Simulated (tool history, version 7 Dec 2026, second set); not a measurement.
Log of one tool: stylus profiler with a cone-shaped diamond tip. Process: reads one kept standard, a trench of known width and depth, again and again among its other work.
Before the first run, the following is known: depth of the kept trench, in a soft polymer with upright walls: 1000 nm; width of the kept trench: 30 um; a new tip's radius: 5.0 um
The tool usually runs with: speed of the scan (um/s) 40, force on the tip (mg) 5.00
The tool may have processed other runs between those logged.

run   hour  speed of the scan (um/s)  force on the tip (mg)  depth of the trench (Å)  width of the trench's floor (µm)
  1    0.0                        40                   5.00                  10247.9                             23.79
  2   12.1                        38                   5.00                  10246.1                             23.68
  3   26.9                        40                   5.00                  10245.9                             23.65
  4   46.2                        40                   5.00                  10245.1                             23.65
  5   60.8                        40                   5.00                  10244.0                             23.63
  6   74.6                        40                   5.00                  10243.9                             23.59
  7   85.4                        40                   5.00                  10245.3                             23.60
  8  102.8                        40                   5.00                  10244.0                             23.51
  9  117.0                        40                   5.00                  10244.6                             23.47
 10  134.6                        40                   5.00                  10242.1                             23.42
 11  144.0                        40                   5.00                  10239.8                             23.43
 12  152.6                        40                   5.00                  10242.7                             23.41
 13  167.6                        40                   5.00                  10242.3                             23.37
 14  182.6                        40                   5.00                  10241.6                             23.29
 15  196.6                        27                   5.00                  10240.6                             23.37
 16  207.4                        40                   5.00                  10239.8                             23.25
 17  222.6                        40                   5.00                  10238.7                             23.23
 18  236.6                        18                   5.00                  10238.4                             23.24
 19  252.2                        40                   5.00                  10239.2                             23.14
 20  267.1                        40                   5.00                  10239.8                             23.09
 21  284.6                        40                  11.90                  10431.6                             23.15
 22  294.1                        40                  11.90                  10432.1                             23.06
 23  313.0                        40                   5.00                  10235.7                             23.01
 24  326.9                        40                   5.00                  10234.4                             23.00
 25  344.6                        40                   5.00                  10235.2                             22.89
 26  357.5                        40                   5.00                  10232.7                             22.87
 27  375.7                        40                  11.25                  10409.2                             22.89
 28  390.8                        40                  11.25                  10406.9                             22.87
 29  407.9                        40                  11.25                  10408.7                             22.85
 30  421.0                        92                   2.18                  10128.4                             22.37
 31  439.5                        92                   7.99                  10325.4                             22.55
 32  453.1                        19                   1.92                  10114.4                             22.70
 33  465.7                        15                   2.27                  10131.8                             22.71
 34  475.6                        15                   2.27                  10135.6                             22.67
 35  493.7                        41                   1.80                  10112.8                             22.49
 36  511.7                        41                   1.80                  10109.2                             22.42
 37  522.5                        40                   9.93                  10372.0                             22.59
 38  540.7                        40                   9.93                  10371.5                             22.53
 39  554.2                        40                   9.93                  10369.4                             22.49
 40  563.1                        40                   9.93                  10366.6                             22.46
 41  575.2                       148                   9.27                  10347.2                             22.19
 42  591.1                        11                   6.73                  10284.0                             22.50
 43  601.8                        11                   6.73                  10279.0                             22.48
 44  615.5                        69                  12.66                  10437.7                             22.35
 45  634.1                        26                   5.00                  10227.7                             22.26
 46  643.4                        26                   5.00                  10227.7                             22.36

The logged runs with the hidden state left out (each run's random variation unchanged):
The hidden state here: radius of the tip, um; height scale over the true one, %; drift of the gauge itself on depth_nm, %; drift of the gauge itself on floor_um, %.
run  depth of the trench (Å)  width of the trench's floor (µm)
  1                  10244.8                             23.87
  2                  10243.4                             23.80
  3                  10243.7                             23.80
  4                  10243.6                             23.85
  5                  10242.9                             23.87
  6                  10243.2                             23.86
  7                  10245.0                             23.91
  8                  10244.2                             23.86
  9                  10245.3                             23.85
 10                  10243.3                             23.84
 11                  10241.3                             23.89
 12                  10244.5                             23.88
 13                  10244.6                             23.88
 14                  10244.4                             23.83
 15                  10243.8                             23.95
 16                  10243.4                             23.85
 17                  10242.7                             23.87
 18                  10242.9                             23.92
 19                  10244.1                             23.85
 20                  10245.2                             23.84
 21                  10437.7                             23.94
 22                  10438.5                             23.87
 23                  10242.7                             23.86
 24                  10241.8                             23.89
 25                  10243.2                             23.82
 26                  10241.1                             23.83
 27                  10418.2                             23.90
 28                  10416.4                             23.91
 29                  10418.8                             23.93
 30                  10138.6                             23.48
 31                  10336.3                             23.70
 32                  10125.6                             23.88
 33                  10143.4                             23.92
 34                  10147.5                             23.90
 35                  10125.2                             23.76
 36                  10122.2                             23.72
 37                  10385.8                             23.92
 38                  10385.9                             23.90
 39                  10384.1                             23.89
 40                  10381.6                             23.88
 41                  10362.6                             23.64
 42                  10299.9                             23.98
 43                  10295.3                             23.99
 44                  10454.7                             23.89
 45                  10244.9                             23.83
 46                  10245.2                             23.95
